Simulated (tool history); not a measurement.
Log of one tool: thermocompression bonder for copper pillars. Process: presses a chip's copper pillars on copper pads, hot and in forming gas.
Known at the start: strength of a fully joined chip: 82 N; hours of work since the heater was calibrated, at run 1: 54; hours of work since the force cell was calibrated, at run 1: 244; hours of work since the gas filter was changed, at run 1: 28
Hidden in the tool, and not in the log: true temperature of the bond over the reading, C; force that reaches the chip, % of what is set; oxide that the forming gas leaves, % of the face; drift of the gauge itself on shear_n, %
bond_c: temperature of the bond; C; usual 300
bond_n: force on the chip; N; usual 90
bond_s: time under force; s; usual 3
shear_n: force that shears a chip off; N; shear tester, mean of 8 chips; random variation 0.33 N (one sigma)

run   hour  bond_c  bond_n  bond_s  hours of work since the heater was calibrated  hours of work since the force cell was calibrated  hours of work since the gas filter was changed  shear_n
  1      0     300      90       3                                             54                                                244                                              28     51.1
  2    5.1     301      90       3                                             56                                                247                                              31     51.6
  3   14.3     301      90       3                                             61                                                251                                              35     51.9
  4     23     329      90       3                                             65                                                256                                              40     66.8
  5   28.8     300      90       3                                             68                                                259                                              42       51
  6   36.3     295      90       3                                             72                                                262                                              46     48.7
  7   46.6     295      90       3                                             77                                                268                                              51     48.1
  8   52.4     300      90       3                                             80                                                270                                              54     51.2
  9   58.7     302      90       3                                             83                                                274                                              57     52.7
 10   66.1     302      90       3                                             87                                                277                                              61     52.4
 11   70.6     302      90       3                                             89                                                280                                              63     52.5
 12   79.2     302      90       3                                             94                                                284                                              68     51.9
 13   86.8     302      90       3                                             97                                                288                                              72     52.1
 14     92     302      90       3                                            100                                                290                                              74     52.3
 15  102.2     323      67       5                                            105                                                295                                              79     59.8
 16  110.4     318      59       3                                            109                                                300                                              83     44.3
 17  115.5     275      90       4                                            112                                                302                                              86     40.1
 18  125.8     277      57       7                                            117                                                307                                              91     32.2

The next listed run, before its measurement:
 19  133.2     300      71       2                                            121                                                311                                              95        ?

shear_n: 36.6 N
Without the tool's hidden state the same run would have given shear_n 35.7 N.
